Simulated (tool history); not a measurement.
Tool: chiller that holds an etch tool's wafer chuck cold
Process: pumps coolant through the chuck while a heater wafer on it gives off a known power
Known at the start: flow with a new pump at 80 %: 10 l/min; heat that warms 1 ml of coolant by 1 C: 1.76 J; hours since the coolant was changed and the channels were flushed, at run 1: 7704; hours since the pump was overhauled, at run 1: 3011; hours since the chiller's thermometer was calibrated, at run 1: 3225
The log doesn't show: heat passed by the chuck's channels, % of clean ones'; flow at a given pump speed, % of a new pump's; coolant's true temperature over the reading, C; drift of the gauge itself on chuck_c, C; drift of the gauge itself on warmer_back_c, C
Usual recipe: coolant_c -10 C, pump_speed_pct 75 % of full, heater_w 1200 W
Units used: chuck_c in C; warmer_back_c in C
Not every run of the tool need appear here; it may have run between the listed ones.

run    hour  coolant_c  pump_speed_pct  heater_w  hours since the coolant was changed and the channels were flushed  hours since the pump was overhauled  hours since the chiller's thermometer was calibrated  chuck_c  warmer_back_c
  1       0        -10              75      1200                                                               7704                                 3011                                                  3225      4.2           4.53
  2     101        -10              75      1200                                                               7805                                 3112                                                  3326      4.3           4.54
      183.9  -- chiller's thermometer calibrated
  3   253.5        -13              75      1200                                                               7956                                 3264                                                    70      1.3           4.54
  4   371.1         -4              75      1200                                                               8074                                 3381                                                   187     10.6           4.54
  5   523.2         -8              75      1200                                                               8226                                 3533                                                   339      6.6           4.57
  6   708.2         -8              75      1200                                                               8411                                 3718                                                   524      6.4           4.57
  7   818.6        -10              75      1200                                                               8521                                 3829                                                   635      4.7           4.58
  8   981.1        -10              75      1200                                                               8684                                 3991                                                   797      4.7           4.53
  9  1131.9        -10              75      1200                                                               8835                                 4142                                                   948      4.9           4.54
     1148.9  -- coolant pump overhauled
 10  1286.3        -10              75      1200                                                               8984                                  137                                                  1097      5.2           4.78
 11  1423.9        -10              75       944                                                               9122                                  275                                                  1235        2           3.74
 12  1573.1        -10              75      1200                                                               9271                                  424                                                  1384      5.2           4.79
     1650.3  -- coolant changed, channels flushed
 13  1718.9        -10              75      1200                                                                 69                                  564                                                  1524      3.2           4.82
 14  1886.9        -10              75      1200                                                                237                                  732                                                  1692      3.3           4.85
 15  2073.6        -10              75      1200                                                                423                                  919                                                  1879      3.3           4.81
 16  2181.9        -10              75      1200                                                                532                                 1027                                                  1987      3.4            4.8
       2253  -- coolant pump overhauled, once more
 17  2321.6         -8              64      1200                                                                666                                   69                                                  2122      6.3           5.16
 18  2434.2        -17              74      1752                                                                779                                  181                                                  2234      1.4           6.54
 19  2617.7         -7              96      1752                                                                962                                  365                                                  2418      7.4           5.01
 20  2702.4         -7              69       912                                                               1047                                  449                                                  2503      3.2           3.64
 21  2855.1         -7              69       912                                                               1200                                  602                                                  2655      3.2           3.68
 22  2946.3         -7              69       912                                                               1291                                  693                                                  2746      3.3           3.61
 23  3122.1         -7              83       793                                                               1467                                  869                                                  2922      0.7           2.64
 24  3257.8        -14              75      1200                                                               1603                                 1005                                                  3058     -1.4           4.48
 25  3373.8        -12              68      1717                                                               1719                                 1121                                                  3174      7.6           7.05
 26  3498.4         -9              65       949                                                               1843                                 1245                                                  3298      2.4           4.09
     3607.7  -- chiller's thermometer calibrated
 27  3652.3         -9              76       949                                                               1996                                 1398                                                    45        1           3.49
 28  3741.5         -9              76       949                                                               2085                                 1488                                                   134        1            3.5
 29  3869.8         -3              92      1266                                                               2213                                 1616                                                   262      8.3           3.87
 30  4006.7         -3              92      1266                                                               2350                                 1753                                                   399      8.4           3.86
 31  4111.6         -3              63       807                                                               2455                                 1858                                                   504      7.3           3.63

How the hidden state differs across the entries between the runs, from the last listed run before each to the first after it:
From run 2 to run 3: chiller's thermometer calibrated (hour 183.9)
  heat passed by the chuck's channels, % of clean ones': 85.5 -> 85.2; flow at a given pump speed, % of a new pump's: 96.3 -> 96.1; coolant's true temperature over the reading, C: -0.14 -> -0.03
  measured minus no-state result, chuck_c: +2 -> +2.2 C; warmer_back_c: +0.17 -> +0.18 C
From run 9 to run 10: coolant pump overhauled (hour 1148.9)
  heat passed by the chuck's channels, % of clean ones': 83.6 -> 83.3; flow at a given pump speed, % of a new pump's: 95 -> 91.8
  measured minus no-state result, chuck_c: +2.5 -> +3 C; warmer_back_c: +0.23 -> +0.39 C
From run 12 to run 13: coolant changed, channels flushed (hour 1650.3)
  heat passed by the chuck's channels, % of clean ones': 82.8 -> 99.6; flow at a given pump speed, % of a new pump's: 91.5 -> 91.3; coolant's true temperature over the reading, C: -0.07 -> -0.08
  measured minus no-state result, chuck_c: +3.1 -> +1 C; warmer_back_c: +0.41 -> +0.42 C
From run 16 to run 17: coolant pump overhauled, once more (hour 2253)
  heat passed by the chuck's channels, % of clean ones': 98.7 -> 98.5; flow at a given pump speed, % of a new pump's: 90.7 -> 99.2
  measured minus no-state result, chuck_c: +1.1 -> +0.2 C; warmer_back_c: +0.45 -> +0.04 C
From run 26 to run 27: chiller's thermometer calibrated (hour 3607.7)
  heat passed by the chuck's channels, % of clean ones': 96.5 -> 96.2; flow at a given pump speed, % of a new pump's: 97.7 -> 97.5; coolant's true temperature over the reading, C: -0.13 -> -0.03
  measured minus no-state result, chuck_c: +0.5 -> +0.4 C; warmer_back_c: +0.09 -> +0.09 C
